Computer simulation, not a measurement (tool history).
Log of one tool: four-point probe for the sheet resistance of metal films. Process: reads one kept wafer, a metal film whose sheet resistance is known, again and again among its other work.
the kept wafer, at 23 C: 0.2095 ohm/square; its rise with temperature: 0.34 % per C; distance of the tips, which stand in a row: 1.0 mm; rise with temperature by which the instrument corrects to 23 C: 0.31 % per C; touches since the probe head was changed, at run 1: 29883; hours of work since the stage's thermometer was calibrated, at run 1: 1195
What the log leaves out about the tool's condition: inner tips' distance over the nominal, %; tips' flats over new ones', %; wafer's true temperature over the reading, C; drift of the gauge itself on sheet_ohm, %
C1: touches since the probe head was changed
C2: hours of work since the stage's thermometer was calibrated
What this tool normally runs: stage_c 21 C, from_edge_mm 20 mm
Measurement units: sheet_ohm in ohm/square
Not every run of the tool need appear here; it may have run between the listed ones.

{"run": 1, "day": 0.0, "stage_c": 21, "from_edge_mm": 20, "C1": 29883, "C2": 1195, "sheet_ohm": 0.209605}
{"run": 2, "day": 2.792, "stage_c": 21, "from_edge_mm": 10, "C1": 33236, "C2": 1244, "sheet_ohm": 0.210465}
{"run": 3, "day": 5.483, "stage_c": 21, "from_edge_mm": 22, "C1": 36472, "C2": 1291, "sheet_ohm": 0.209428}
{"run": 4, "day": 10.121, "stage_c": 21, "from_edge_mm": 22, "C1": 42042, "C2": 1372, "sheet_ohm": 0.209444}
{"run": 5, "day": 12.212, "stage_c": 21, "from_edge_mm": 22, "C1": 44553, "C2": 1408, "sheet_ohm": 0.209302}
{"day": 12.608, "done": "stage's thermometer calibrated"}
{"run": 6, "day": 15.562, "stage_c": 21, "from_edge_mm": 22, "C1": 48555, "C2": 52, "sheet_ohm": 0.208923}
{"run": 7, "day": 18.492, "stage_c": 34, "from_edge_mm": 37, "C1": 52073, "C2": 103, "sheet_ohm": 0.209548}
{"run": 8, "day": 21.954, "stage_c": 34, "from_edge_mm": 37, "C1": 56235, "C2": 163, "sheet_ohm": 0.20953}
{"run": 9, "day": 26.058, "stage_c": 34, "from_edge_mm": 19, "C1": 61166, "C2": 235, "sheet_ohm": 0.209667}
{"run": 10, "day": 29.929, "stage_c": 31, "from_edge_mm": 7, "C1": 65815, "C2": 303, "sheet_ohm": 0.211295}
{"run": 11, "day": 33.212, "stage_c": 25, "from_edge_mm": 17, "C1": 69759, "C2": 360, "sheet_ohm": 0.208981}

Alternative continuations, all from the tool just after run 11; predict every row:
{"run": "A", "day": 37.867, "stage_c": 35, "from_edge_mm": 4, "C1": 75351, "C2": 441, "sheet_ohm": "?"}
{"run": "B", "day": 37.867, "stage_c": 31, "from_edge_mm": 30, "C1": 75351, "C2": 441, "sheet_ohm": "?"}
{"run": "C", "day": 37.867, "stage_c": 26, "from_edge_mm": 44, "C1": 75351, "C2": 441, "sheet_ohm": "?"}

run=A sheet_ohm=0.215955
run=B sheet_ohm=0.208917
run=C sheet_ohm=0.208651
What these runs would have given with no unlogged condition in the tool:
run=A sheet_ohm=0.217091
run=B sheet_ohm=0.210018
run=C sheet_ohm=0.209748
